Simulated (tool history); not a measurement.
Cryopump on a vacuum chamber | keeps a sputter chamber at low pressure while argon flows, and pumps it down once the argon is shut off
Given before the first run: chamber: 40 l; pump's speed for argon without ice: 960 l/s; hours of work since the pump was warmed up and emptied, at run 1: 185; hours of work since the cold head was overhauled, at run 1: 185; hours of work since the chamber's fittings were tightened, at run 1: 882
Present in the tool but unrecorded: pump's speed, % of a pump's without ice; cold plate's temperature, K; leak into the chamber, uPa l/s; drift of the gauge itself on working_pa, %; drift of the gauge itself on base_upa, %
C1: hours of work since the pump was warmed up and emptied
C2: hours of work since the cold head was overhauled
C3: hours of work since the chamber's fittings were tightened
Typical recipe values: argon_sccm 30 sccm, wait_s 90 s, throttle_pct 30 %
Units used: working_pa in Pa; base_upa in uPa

{"run": 1, "hour": 0.0, "argon_sccm": 30, "wait_s": 90, "throttle_pct": 30, "C1": 185, "C2": 185, "C3": 882, "working_pa": 0.1793, "base_upa": 2.55}
{"run": 2, "hour": 10.2, "argon_sccm": 30, "wait_s": 90, "throttle_pct": 43, "C1": 191, "C2": 191, "C3": 889, "working_pa": 0.1273, "base_upa": 2.62}
{"run": 3, "hour": 20.7, "argon_sccm": 30, "wait_s": 90, "throttle_pct": 43, "C1": 198, "C2": 198, "C3": 896, "working_pa": 0.126, "base_upa": 2.62}
{"run": 4, "hour": 35.1, "argon_sccm": 30, "wait_s": 90, "throttle_pct": 30, "C1": 207, "C2": 207, "C3": 905, "working_pa": 0.1786, "base_upa": 2.56}
{"run": 5, "hour": 46.6, "argon_sccm": 30, "wait_s": 90, "throttle_pct": 30, "C1": 215, "C2": 215, "C3": 913, "working_pa": 0.1805, "base_upa": 2.62}
{"run": 6, "hour": 57.1, "argon_sccm": 30, "wait_s": 90, "throttle_pct": 50, "C1": 222, "C2": 222, "C3": 920, "working_pa": 0.1097, "base_upa": 2.71}
{"run": 7, "hour": 67.8, "argon_sccm": 30, "wait_s": 90, "throttle_pct": 50, "C1": 229, "C2": 229, "C3": 927, "working_pa": 0.1095, "base_upa": 2.69}
{"run": 8, "hour": 79.1, "argon_sccm": 30, "wait_s": 37, "throttle_pct": 30, "C1": 236, "C2": 236, "C3": 934, "working_pa": 0.1803, "base_upa": 5.06}
{"run": 9, "hour": 93.0, "argon_sccm": 19, "wait_s": 289, "throttle_pct": 24, "C1": 245, "C2": 245, "C3": 943, "working_pa": 0.1418, "base_upa": 1.53}
{"run": 10, "hour": 103.6, "argon_sccm": 30, "wait_s": 90, "throttle_pct": 50, "C1": 252, "C2": 252, "C3": 950, "working_pa": 0.1104, "base_upa": 2.62}
{"run": 11, "hour": 116.8, "argon_sccm": 26, "wait_s": 37, "throttle_pct": 55, "C1": 261, "C2": 261, "C3": 959, "working_pa": 0.087, "base_upa": 5.03}
{"run": 12, "hour": 128.5, "argon_sccm": 26, "wait_s": 37, "throttle_pct": 55, "C1": 268, "C2": 268, "C3": 966, "working_pa": 0.0872, "base_upa": 4.97}
{"run": 13, "hour": 141.3, "argon_sccm": 34, "wait_s": 93, "throttle_pct": 35, "C1": 277, "C2": 277, "C3": 975, "working_pa": 0.1765, "base_upa": 2.73}
{"run": 14, "hour": 153.6, "argon_sccm": 34, "wait_s": 93, "throttle_pct": 35, "C1": 285, "C2": 285, "C3": 983, "working_pa": 0.1763, "base_upa": 2.65}
{"run": 15, "hour": 167.2, "argon_sccm": 30, "wait_s": 39, "throttle_pct": 30, "C1": 294, "C2": 294, "C3": 991, "working_pa": 0.1813, "base_upa": 4.88}
{"run": 16, "hour": 187.8, "argon_sccm": 52, "wait_s": 118, "throttle_pct": 30, "C1": 307, "C2": 307, "C3": 1005, "working_pa": 0.3123, "base_upa": 2.4}

A few steps of working_pa between consecutive runs. Split each: what settings, incoming material and random variation would produce without the hidden state, and what is left over for the hidden state, along with gauge scatter present in only one of the two compared results (measured, and without hidden state):
Run 15 -> 16: argon_sccm 30 -> 52, wait_s 39 -> 118. working_pa +0.131 Pa: hidden state +0.004, all else +0.127.
